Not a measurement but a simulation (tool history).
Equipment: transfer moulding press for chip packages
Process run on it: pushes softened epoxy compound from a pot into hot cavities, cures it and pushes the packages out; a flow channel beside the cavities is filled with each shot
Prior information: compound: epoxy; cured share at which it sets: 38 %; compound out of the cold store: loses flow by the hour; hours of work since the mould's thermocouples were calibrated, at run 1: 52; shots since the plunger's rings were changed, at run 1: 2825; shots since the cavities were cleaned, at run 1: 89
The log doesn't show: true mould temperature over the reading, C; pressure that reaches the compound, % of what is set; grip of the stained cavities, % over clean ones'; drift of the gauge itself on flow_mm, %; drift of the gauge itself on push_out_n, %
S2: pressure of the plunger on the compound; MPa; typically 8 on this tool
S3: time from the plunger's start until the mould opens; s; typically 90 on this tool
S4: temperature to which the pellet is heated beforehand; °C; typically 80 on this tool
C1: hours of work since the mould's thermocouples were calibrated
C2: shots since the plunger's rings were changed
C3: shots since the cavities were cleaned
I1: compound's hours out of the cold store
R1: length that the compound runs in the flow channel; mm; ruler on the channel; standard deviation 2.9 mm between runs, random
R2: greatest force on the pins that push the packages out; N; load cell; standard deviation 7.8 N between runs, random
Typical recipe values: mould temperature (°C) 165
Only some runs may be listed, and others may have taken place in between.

Run 1, day 0: usual settings; C1 52; C2 2825; C3 89; I1 13.3. Result: R1 553 mm, R2 361 N.
Run 2, day 1.083: usual settings but S2 9.18 MPa; C1 66; C2 3074; C3 338; I1 34.9. Result: R1 540 mm, R2 336 N.
Run 3, day 1.779: usual settings; C1 75; C2 3234; C3 498; I1 32.3. Result: R1 515 mm, R2 361 N.
Run 4, day 2.662: usual settings but S4 71 °C; C1 86; C2 3436; C3 700; I1 45.2. Result: R1 485 mm, R2 330 N.
Run 5, day 3.433: usual settings but S4 71 °C; C1 96; C2 3613; C3 877; I1 12. Result: R1 558 mm, R2 370 N.
Run 6, day 4.262: usual settings but S4 71 °C; C1 107; C2 3803; C3 1067; I1 26.7. Result: R1 527 mm, R2 359 N.
At day 4.475: cavities cleaned with cleaning compound and waxed.
Run 7, day 5.167: usual settings but S4 71 °C; C1 118; C2 3997; C3 159; I1 45.7. Result: R1 477 mm, R2 334 N.
Run 8, day 6.271: usual settings but S4 71 °C; C1 132; C2 4250; C3 412; I1 41.7. Result: R1 496 mm, R2 347 N.
Run 9, day 7.096: usual settings but mould temperature (°C) 170, S4 71 °C; C1 143; C2 4439; C3 601; I1 8.4. Result: R1 563 mm, R2 294 N.
Run 10, day 8: usual settings but S4 83 °C; C1 155; C2 4647; C3 809; I1 23.7. Result: R1 527 mm, R2 338 N.
Run 11, day 8.496: usual settings but S4 83 °C; C1 161; C2 4761; C3 923; I1 41. Result: R1 492 mm, R2 341 N.
At day 8.746: plunger's sealing rings changed.
Run 12, day 9.117: usual settings but mould temperature (°C) 172; C1 168; C2 86; C3 1042; I1 36.2. Result: R1 487 mm, R2 269 N.
At day 9.479: cavities cleaned with cleaning compound and waxed.
Run 13, day 10.192: usual settings but S2 6.7 MPa, S3 84 s; C1 181; C2 318; C3 164; I1 46.4. Result: R1 440 mm, R2 369 N.
Run 14, day 10.712: usual settings but S2 6.7 MPa, S3 84 s; C1 188; C2 437; C3 283; I1 44.2. Result: R1 447 mm, R2 375 N.
Run 15, day 11.612: usual settings but mould temperature (°C) 162, S2 8.63 MPa; C1 199; C2 645; C3 491; I1 23.2. Result: R1 558 mm, R2 432 N.

Entry by entry between the runs, the difference in hidden state between the last listed run before and the first listed run after:
Runs 6 to 7: cavities cleaned with cleaning compound and waxed (day 4.475)
  grip of the stained cavities, % over clean ones': 1 -> 0.2
Runs 11 to 12: plunger's sealing rings changed (day 8.746)
  pressure that reaches the compound, % of what is set: 99.83 -> 99.99; grip of the stained cavities, % over clean ones': 0.9 -> 1
Runs 12 to 13: cavities cleaned with cleaning compound and waxed (day 9.479)
  pressure that reaches the compound, % of what is set: 99.99 -> 99.98; grip of the stained cavities, % over clean ones': 1 -> 0.2
